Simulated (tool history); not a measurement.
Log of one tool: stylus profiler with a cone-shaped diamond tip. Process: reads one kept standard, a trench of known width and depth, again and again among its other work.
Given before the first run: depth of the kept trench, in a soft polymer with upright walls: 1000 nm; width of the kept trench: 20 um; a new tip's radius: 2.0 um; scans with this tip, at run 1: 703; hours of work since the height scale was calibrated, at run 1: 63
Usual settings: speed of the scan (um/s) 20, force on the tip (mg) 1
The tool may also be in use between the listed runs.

run     day  speed of the scan (um/s)  force on the tip (mg)  scans with this tip  hours of work since the height scale was calibrated  depth of the trench (angstrom)  width of the trench's floor (nm)
  1       0                        20                      1                  703                                                   63                         10066.8                             16020
  2   2.646                        20                      1                 1117                                                  100                         10069.6                             15800
  3   4.083                        20                      1                 1342                                                  120                         10067.6                             15640
  4   6.079                        20                      1                 1655                                                  148                         10070.5                             15460
  5   8.546                        20                   0.45                 2041                                                  182                         10041.8                             15280
  6  11.179                        20                      1                 2454                                                  219                           10072                             15150
  7  12.429                        20                      1                 2649                                                  237                         10071.8                             15030
  8  14.392                        20                      1                 2956                                                  264                         10069.1                             14940
  9  15.946                        20                      1                 3199                                                  286                           10073                             14790
 10   18.45                        24                   0.91                 3592                                                  321                         10072.6                             14630
     18.692  -- height scale calibrated on a step standard
 11  20.433                        20                   0.58                 3899                                                   24                         10063.5                             14500
 12  22.417                        71                   0.58                 4209                                                   52                         10061.7                             13910
 13  23.958                        71                   0.58                 4451                                                   74                         10063.7                             13760
 14  25.121                         7                   0.91                 4633                                                   90                           10080                             14340
     25.396  -- height scale calibrated on a step standard, once more
 15  27.533                        39                   1.01                 5007                                                   30                         10063.9                             13970

For some of the steps in depth of the trench (angstrom) from one run to the next: how much would appear even if the tool had no hidden state, given the settings, what came in and random variation, and how much remains for the hidden state plus any gauge scatter that the measured result and the result without hidden state don't share?
What the log doesn't record here: radius of the tip, um; height scale over the true one, %; drift of the gauge itself on depth_nm, %; drift of the gauge itself on floor_um, %.
Run 5 -> 6: force on the tip (mg) 0.45 -> 1. depth of the trench (angstrom) +30.2: hidden state +1, all else +29.2.
Run 14 -> 15: speed of the scan (um/s) 7 -> 39, force on the tip (mg) 0.91 -> 1.01, height scale calibrated on a step standard, once more. depth of the trench (angstrom) -16.1: hidden state -19.9, all else +3.8.

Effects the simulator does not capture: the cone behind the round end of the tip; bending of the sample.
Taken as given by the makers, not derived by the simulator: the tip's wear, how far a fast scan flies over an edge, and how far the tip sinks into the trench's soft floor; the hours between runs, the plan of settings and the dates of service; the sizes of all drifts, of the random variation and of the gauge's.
